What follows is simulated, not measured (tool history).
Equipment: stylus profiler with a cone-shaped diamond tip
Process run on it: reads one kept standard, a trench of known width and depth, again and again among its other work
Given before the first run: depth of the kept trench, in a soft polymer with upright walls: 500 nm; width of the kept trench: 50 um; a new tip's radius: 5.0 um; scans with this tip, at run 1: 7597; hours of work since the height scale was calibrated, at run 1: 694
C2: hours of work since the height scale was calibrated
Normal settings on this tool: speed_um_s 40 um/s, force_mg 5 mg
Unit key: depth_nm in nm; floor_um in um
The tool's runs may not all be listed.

Run 1, day 0: usual settings; scans with this tip 7597; C2 694. Result: depth_nm 504.22 nm, floor_um 45.55 um.
Run 2, day 1.479: usual settings; scans with this tip 7845; C2 717. Result: depth_nm 504.38 nm, floor_um 45.57 um.
Run 3, day 2.383: usual settings; scans with this tip 7997; C2 731. Result: depth_nm 504.54 nm, floor_um 45.54 um.
Run 4, day 3.783: usual settings; scans with this tip 8233; C2 752. Result: depth_nm 504.18 nm, floor_um 45.55 um.
Run 5, day 4.75: usual settings but speed_um_s 103 um/s; scans with this tip 8396; C2 767. Result: depth_nm 504.26 nm, floor_um 45.48 um.
Run 6, day 6.112: usual settings but force_mg 14.38 mg; scans with this tip 8625; C2 788. Result: depth_nm 508.88 nm, floor_um 45.53 um.
Run 7, day 7.096: usual settings; scans with this tip 8790; C2 803. Result: depth_nm 504.13 nm, floor_um 45.54 um.
Run 8, day 7.992: usual settings but force_mg 11.74 mg; scans with this tip 8941; C2 817. Result: depth_nm 507.53 nm, floor_um 45.56 um.
Run 9, day 9.429: usual settings but force_mg 11.74 mg; scans with this tip 9182; C2 839. Result: depth_nm 507.78 nm, floor_um 45.61 um.
Run 10, day 10.583: usual settings but force_mg 11.74 mg; scans with this tip 9377; C2 857. Result: depth_nm 507.57 nm, floor_um 45.63 um.
Run 11, day 12.258: usual settings but speed_um_s 14 um/s, force_mg 9.56 mg; scans with this tip 9658; C2 883. Result: depth_nm 506.52 nm, floor_um 45.57 um.
Run 12, day 13.054: usual settings but speed_um_s 14 um/s, force_mg 9.56 mg; scans with this tip 9792; C2 895. Result: depth_nm 506.65 nm, floor_um 45.61 um.
Run 13, day 14.575: usual settings but speed_um_s 25 um/s, force_mg 3.25 mg; scans with this tip 10048; C2 918. Result: depth_nm 503.28 nm, floor_um 45.56 um.
Run 14, day 16.1: usual settings but speed_um_s 25 um/s, force_mg 3.25 mg; scans with this tip 10304; C2 942. Result: depth_nm 503.39 nm, floor_um 45.59 um.
Run 15, day 17.388: usual settings but speed_um_s 24 um/s; scans with this tip 10521; C2 962. Result: depth_nm 504.06 nm, floor_um 45.59 um.
Run 16, day 18.596: usual settings but speed_um_s 30 um/s, force_mg 2.33 mg; scans with this tip 10724; C2 980. Result: depth_nm 502.59 nm, floor_um 45.52 um.
Run 17, day 20.025: usual settings but speed_um_s 30 um/s, force_mg 10.16 mg; scans with this tip 10965; C2 1002. Result: depth_nm 506.69 nm, floor_um 45.62 um.
Run 18, day 21.221: usual settings but speed_um_s 41 um/s; scans with this tip 11165; C2 1020. Result: depth_nm 504.05 nm, floor_um 45.56 um.
Run 19, day 22.558: usual settings but speed_um_s 41 um/s; scans with this tip 11390; C2 1041. Result: depth_nm 504.21 nm, floor_um 45.54 um.
Run 20, day 24.279: usual settings but speed_um_s 41 um/s; scans with this tip 11680; C2 1067. Result: depth_nm 504.32 nm, floor_um 45.58 um.

Each row is a separate what-if for the run after 20, all from the same tool condition, not one after another. Results?
Run A, day 26.054: usual settings but speed_um_s 87 um/s, force_mg 6.92 mg; scans with this tip 11978; C2 1095. Result: depth_nm ?, floor_um ?.
Run B, day 26.054: usual settings but force_mg 6.34 mg; scans with this tip 11978; C2 1095. Result: depth_nm ?, floor_um ?.
Run C, day 26.054: usual settings but speed_um_s 148 um/s, force_mg 14.09 mg; scans with this tip 11978; C2 1095. Result: depth_nm ?, floor_um ?.

run  depth_nm  floor_um
  A    505.37     45.45
  B    504.76     45.54
  C    508.62     45.42
Had the tool no hidden state, the same runs would have come out as:
run  depth_nm  floor_um
  A    505.39     45.46
  B    504.77     45.56
  C    508.63     45.44
